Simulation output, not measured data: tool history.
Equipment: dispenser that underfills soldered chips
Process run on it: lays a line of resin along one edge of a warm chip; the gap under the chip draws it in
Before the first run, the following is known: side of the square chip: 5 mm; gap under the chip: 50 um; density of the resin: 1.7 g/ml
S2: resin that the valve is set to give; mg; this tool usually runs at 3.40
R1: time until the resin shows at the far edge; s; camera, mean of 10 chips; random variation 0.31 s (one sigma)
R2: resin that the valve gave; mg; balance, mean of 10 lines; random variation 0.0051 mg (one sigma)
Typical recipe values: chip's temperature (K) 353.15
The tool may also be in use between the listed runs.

{"run": 1, "hour": 0.0, "chip's temperature (K)": 353.15, "S2": 3.4, "R1": 10.3, "R2": 3.356}
{"run": 2, "hour": 5.9, "chip's temperature (K)": 353.15, "S2": 3.4, "R1": 13.5, "R2": 3.354}
{"hour": 6.7, "done": "new syringe of resin"}
{"run": 3, "hour": 15.2, "chip's temperature (K)": 353.15, "S2": 3.4, "R1": 11.0, "R2": 3.344}
{"run": 4, "hour": 20.3, "chip's temperature (K)": 353.15, "S2": 3.4, "R1": 13.7, "R2": 3.333}
{"hour": 22.0, "done": "new syringe of resin"}
{"run": 5, "hour": 27.1, "chip's temperature (K)": 364.15, "S2": 3.4, "R1": 6.7, "R2": 3.327}
{"hour": 36.6, "done": "new syringe of resin"}
{"run": 6, "hour": 37.2, "chip's temperature (K)": 364.15, "S2": 3.4, "R1": 5.3, "R2": 3.32}
{"run": 7, "hour": 44.7, "chip's temperature (K)": 364.15, "S2": 3.4, "R1": 7.6, "R2": 3.309}
{"hour": 47.7, "done": "dispensing valve cleaned and set on the balance"}
{"hour": 52.4, "done": "new syringe of resin"}
{"run": 8, "hour": 52.4, "chip's temperature (K)": 364.15, "S2": 3.4, "R1": 5.4, "R2": 3.409}
{"run": 9, "hour": 57.6, "chip's temperature (K)": 364.15, "S2": 3.4, "R1": 6.0, "R2": 3.387}
{"run": 10, "hour": 64.6, "chip's temperature (K)": 364.15, "S2": 3.4, "R1": 8.6, "R2": 3.385}
{"hour": 67.0, "done": "new syringe of resin"}
{"run": 11, "hour": 75.3, "chip's temperature (K)": 364.15, "S2": 3.4, "R1": 7.2, "R2": 3.377}
{"hour": 82.1, "done": "new syringe of resin"}
{"run": 12, "hour": 82.9, "chip's temperature (K)": 364.15, "S2": 3.4, "R1": 5.3, "R2": 3.36}
{"run": 13, "hour": 89.5, "chip's temperature (K)": 364.15, "S2": 3.4, "R1": 7.0, "R2": 3.35}
{"run": 14, "hour": 93.8, "chip's temperature (K)": 353.15, "S2": 3.4, "R1": 12.3, "R2": 3.357}
{"hour": 97.1, "done": "new syringe of resin"}
{"run": 15, "hour": 99.0, "chip's temperature (K)": 353.15, "S2": 3.4, "R1": 8.4, "R2": 3.337}
{"run": 16, "hour": 107.1, "chip's temperature (K)": 353.15, "S2": 3.4, "R1": 11.7, "R2": 3.332}
{"hour": 111.8, "done": "new syringe of resin"}
{"run": 17, "hour": 117.3, "chip's temperature (K)": 347.15, "S2": 3.4, "R1": 12.7, "R2": 3.32}
{"run": 18, "hour": 125.6, "chip's temperature (K)": 344.15, "S2": 3.4, "R1": 19.2, "R2": 3.304}
{"hour": 126.7, "done": "new syringe of resin"}
{"run": 19, "hour": 130.6, "chip's temperature (K)": 344.15, "S2": 3.03, "R1": 12.9, "R2": 2.963}
{"hour": 132.4, "done": "dispensing valve cleaned and set on the balance"}
{"run": 20, "hour": 138.0, "chip's temperature (K)": 356.15, "S2": 3.03, "R1": 10.4, "R2": 3.027}
{"hour": 142.4, "done": "new syringe of resin"}
{"run": 21, "hour": 143.2, "chip's temperature (K)": 356.15, "S2": 3.03, "R1": 7.7, "R2": 3.026}
{"run": 22, "hour": 148.5, "chip's temperature (K)": 348.15, "S2": 4.05, "R1": 11.9, "R2": 4.028}
{"hour": 157.3, "done": "new syringe of resin"}
{"run": 23, "hour": 157.3, "chip's temperature (K)": 365.15, "S2": 3.98, "R1": 5.3, "R2": 3.948}
{"run": 24, "hour": 162.6, "chip's temperature (K)": 357.15, "S2": 3.98, "R1": 8.1, "R2": 3.945}
{"hour": 172.3, "done": "new syringe of resin"}
{"run": 25, "hour": 172.8, "chip's temperature (K)": 350.15, "S2": 3.73, "R1": 8.5, "R2": 3.682}
{"run": 26, "hour": 180.3, "chip's temperature (K)": 353.15, "S2": 3.48, "R1": 10.6, "R2": 3.429}
{"hour": 187.4, "done": "new syringe of resin"}
{"run": 27, "hour": 188.8, "chip's temperature (K)": 353.15, "S2": 3.48, "R1": 8.1, "R2": 3.423}
{"run": 28, "hour": 194.4, "chip's temperature (K)": 349.15, "S2": 3.6, "R1": 11.9, "R2": 3.54}
{"run": 29, "hour": 200.9, "chip's temperature (K)": 349.15, "S2": 3.6, "R1": 15.9, "R2": 3.521}
{"hour": 202.3, "done": "new syringe of resin"}
{"run": 30, "hour": 210.3, "chip's temperature (K)": 366.15, "S2": 3.45, "R1": 6.9, "R2": 3.377}
{"hour": 216.8, "done": "dispensing valve cleaned and set on the balance"}
{"hour": 217.9, "done": "new syringe of resin"}
{"run": 31, "hour": 218.1, "chip's temperature (K)": 366.15, "S2": 4.23, "R1": 4.8, "R2": 4.232}
{"run": 32, "hour": 227.6, "chip's temperature (K)": 366.15, "S2": 4.23, "R1": 7.5, "R2": 4.223}
{"hour": 233.2, "done": "new syringe of resin"}
{"run": 33, "hour": 237.7, "chip's temperature (K)": 364.15, "S2": 3.45, "R1": 6.4, "R2": 3.425}
{"run": 34, "hour": 247.2, "chip's temperature (K)": 352.15, "S2": 4.12, "R1": 14.6, "R2": 4.082}
{"hour": 248.1, "done": "new syringe of resin"}
{"run": 35, "hour": 257.3, "chip's temperature (K)": 352.15, "S2": 3.73, "R1": 12.3, "R2": 3.685}
{"run": 36, "hour": 262.3, "chip's temperature (K)": 352.15, "S2": 3.73, "R1": 15.1, "R2": 3.681}

Alternative continuations, all from the tool just after run 36; predict every row:
{"hour": 263.0, "done": "new syringe of resin"}
{"run": "A", "hour": 267.6, "chip's temperature (K)": 358.15, "S2": 2.91, "R1": "?", "R2": "?"}
{"hour": 263.0, "done": "new syringe of resin"}
{"run": "B", "hour": 267.6, "chip's temperature (K)": 339.15, "S2": 3.28, "R1": "?", "R2": "?"}
{"hour": 263.0, "done": "new syringe of resin"}
{"run": "C", "hour": 267.6, "chip's temperature (K)": 363.15, "S2": 4.14, "R1": "?", "R2": "?"}

run=A R1=8.4 R2=2.878
run=B R1=17.0 R2=3.222
run=C R1=6.2 R2=4.077
Without the tool's unlogged condition, the same runs would have read:
run=A R1=6.7 R2=2.922
run=B R1=13.5 R2=3.272
run=C R1=4.9 R2=4.140
